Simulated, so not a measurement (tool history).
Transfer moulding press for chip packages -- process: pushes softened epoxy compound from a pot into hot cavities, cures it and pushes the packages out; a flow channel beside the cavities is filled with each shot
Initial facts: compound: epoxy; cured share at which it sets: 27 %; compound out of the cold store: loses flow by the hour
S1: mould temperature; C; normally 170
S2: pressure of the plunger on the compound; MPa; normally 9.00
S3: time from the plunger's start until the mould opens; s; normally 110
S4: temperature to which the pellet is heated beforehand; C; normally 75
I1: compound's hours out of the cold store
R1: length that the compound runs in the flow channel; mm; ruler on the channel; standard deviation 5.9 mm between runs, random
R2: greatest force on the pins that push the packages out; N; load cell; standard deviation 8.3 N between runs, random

Run 1, hour 0.0: usual settings; I1 41.0. Result: R1 557 mm, R2 461 N.
Run 2, hour 21.3: usual settings; I1 14.7. Result: R1 667 mm, R2 579 N.
Run 3, hour 35.6: usual settings; I1 19.4. Result: R1 653 mm, R2 623 N.
Run 4, hour 53.8: usual settings; I1 30.1. Result: R1 601 mm, R2 680 N.
Run 5, hour 75.7: usual settings; I1 34.8. Result: R1 584 mm, R2 677 N.
Run 6, hour 86.2: usual settings; I1 31.2. Result: R1 583 mm, R2 737 N.
Run 7, hour 98.6: usual settings but S2 9.91 MPa; I1 29.1. Result: R1 629 mm, R2 730 N.
Run 8, hour 114.2: usual settings but S1 172 C, S2 8.63 MPa, S3 128 s, S4 65 C; I1 16.1. Result: R1 627 mm, R2 812 N.
Run 9, hour 123.3: usual settings but S1 172 C, S2 9.82 MPa, S3 117 s, S4 67 C; I1 42.1. Result: R1 561 mm, R2 817 N.
Run 10, hour 132.8: usual settings but S1 167 C, S2 7.47 MPa, S3 120 s; I1 26.8. Result: R1 563 mm, R2 836 N.
Run 11, hour 150.3: usual settings but S1 167 C, S2 7.47 MPa, S3 120 s; I1 28.2. Result: R1 547 mm, R2 867 N.
Run 12, hour 171.5: usual settings but S1 165 C, S2 7.47 MPa, S3 143 s; I1 34.7. Result: R1 570 mm, R2 785 N.
Run 13, hour 191.5: usual settings but S1 163 C; I1 44.1. Result: R1 592 mm, R2 1054 N.
Run 14, hour 210.6: usual settings but S1 163 C, S3 95 s; I1 9.7. Result: R1 753 mm, R2 747 N.

Not shown: 3 entries that the log had between the listed runs. Between which runs, and how does the tool's hidden state differ before and after?
In the gap between runs 7 and 8: cavities cleaned with cleaning compound and waxed (hour 102.0)
  true mould temperature over the reading, C: 0.31 -> 0.32; pressure that reaches the compound, % of what is set: 86.76 -> 86.34; grip of the stained cavities, % over clean ones': 107.3 -> 143.5
  difference, measured minus the result without the unlogged condition, R1: -47 -> -49 mm; R2: +377 -> +478 N
In the gap between runs 11 and 12: plunger's sealing rings changed (hour 162.9)
  true mould temperature over the reading, C: 0.34 -> 0.35; pressure that reaches the compound, % of what is set: 85.26 -> 98.81; grip of the stained cavities, % over clean ones': 136.3 -> 134
  difference, measured minus the result without the unlogged condition, R1: -46 -> -5 mm; R2: +498 -> +445 N
In the gap between runs 13 and 14: cavities cleaned with cleaning compound and waxed, once more (hour 206.8)
  pressure that reaches the compound, % of what is set: 98.22 -> 97.7; grip of the stained cavities, % over clean ones': 132.2 -> 9.3
  difference, measured minus the result without the unlogged condition, R1: -6 -> -10 mm; R2: +593 -> +45 N
